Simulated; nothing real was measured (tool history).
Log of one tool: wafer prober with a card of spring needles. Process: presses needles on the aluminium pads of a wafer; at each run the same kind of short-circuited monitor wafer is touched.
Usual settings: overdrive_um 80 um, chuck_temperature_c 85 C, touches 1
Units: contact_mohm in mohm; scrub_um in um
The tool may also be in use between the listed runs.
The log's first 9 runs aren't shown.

| run | hour | overdrive_um | chuck_temperature_c | touches | contact_mohm | scrub_um |
|---|---|---|---|---|---|---|
|  | 73.9 | tips cleaned on abrasive film |
| 10 | 79.7 | 80 | 26 | 1 | 253 | 19.63 |
|  | 88.4 | tips cleaned on abrasive film |
| 11 | 89.9 | 80 | 85 | 1 | 266 | 19.74 |
| 12 | 97.2 | 80 | 85 | 1 | 269 | 19.67 |
|  | 103.2 | tips cleaned on abrasive film |
| 13 | 110.6 | 80 | 85 | 2 | 267 | 19.59 |
|  | 118.0 | tips cleaned on abrasive film |
| 14 | 119.6 | 80 | 85 | 2 | 271 | 19.66 |
| 15 | 127.7 | 65 | 85 | 1 | 267 | 15.80 |
|  | 132.7 | tips cleaned on abrasive film |
| 16 | 141.2 | 65 | 85 | 1 | 266 | 15.85 |
|  | 147.0 | tips cleaned on abrasive film |
| 17 | 153.3 | 65 | 85 | 1 | 269 | 15.79 |
| 18 | 159.4 | 96 | 107 | 1 | 281 | 23.59 |
|  | 161.7 | tips cleaned on abrasive film |
| 19 | 173.5 | 99 | 27 | 1 | 248 | 24.35 |
|  | 176.8 | tips cleaned on abrasive film |
| 20 | 182.3 | 99 | 27 | 1 | 251 | 24.31 |
|  | 191.2 | tips cleaned on abrasive film |
| 21 | 196.0 | 99 | 27 | 1 | 252 | 23.98 |
| 22 | 202.0 | 77 | 44 | 1 | 253 | 18.84 |
|  | 205.4 | tips cleaned on abrasive film |
| 23 | 213.4 | 77 | 44 | 1 | 258 | 18.93 |
|  | 220.4 | tips cleaned on abrasive film |
| 24 | 227.2 | 77 | 44 | 1 | 257 | 18.77 |
|  | 234.6 | tips cleaned on abrasive film |
| 25 | 240.8 | 77 | 44 | 1 | 256 | 18.86 |
|  | 249.2 | tips cleaned on abrasive film |
| 26 | 250.0 | 80 | 37 | 2 | 255 | 19.68 |
| 27 | 261.3 | 80 | 85 | 2 | 268 | 19.56 |
|  | 264.4 | tips cleaned on abrasive film |
| 28 | 269.3 | 80 | 85 | 2 | 266 | 19.45 |
|  | 278.6 | tips cleaned on abrasive film |
| 29 | 279.2 | 80 | 85 | 2 | 272 | 19.41 |
| 30 | 289.3 | 79 | 67 | 1 | 264 | 19.40 |
|  | 293.7 | tips cleaned on abrasive film |
| 31 | 295.7 | 79 | 67 | 1 | 268 | 19.26 |
| 32 | 307.3 | 76 | 85 | 2 | 271 | 18.55 |
|  | 308.3 | tips cleaned on abrasive film |
| 33 | 315.8 | 92 | 94 | 1 | 268 | 22.46 |

Forecast each of these 3 alternatives for the next run:
|  | 322.6 | tips cleaned on abrasive film |
| A | 324.9 | 76 | 85 | 2 | ? | ? |
|  | 322.6 | tips cleaned on abrasive film |
| B | 324.9 | 82 | 94 | 1 | ? | ? |
|  | 322.6 | tips cleaned on abrasive film |
| C | 324.9 | 92 | 39 | 1 | ? | ? |

| run | contact_mohm | scrub_um |
|---|---|---|
| A | 269 | 18.57 |
| B | 273 | 20.18 |
| C | 253 | 22.36 |
Without the tool's hidden state the same runs would have given:
| run | contact_mohm | scrub_um |
|---|---|---|
| A | 269 | 18.58 |
| B | 273 | 20.19 |
| C | 252 | 22.37 |
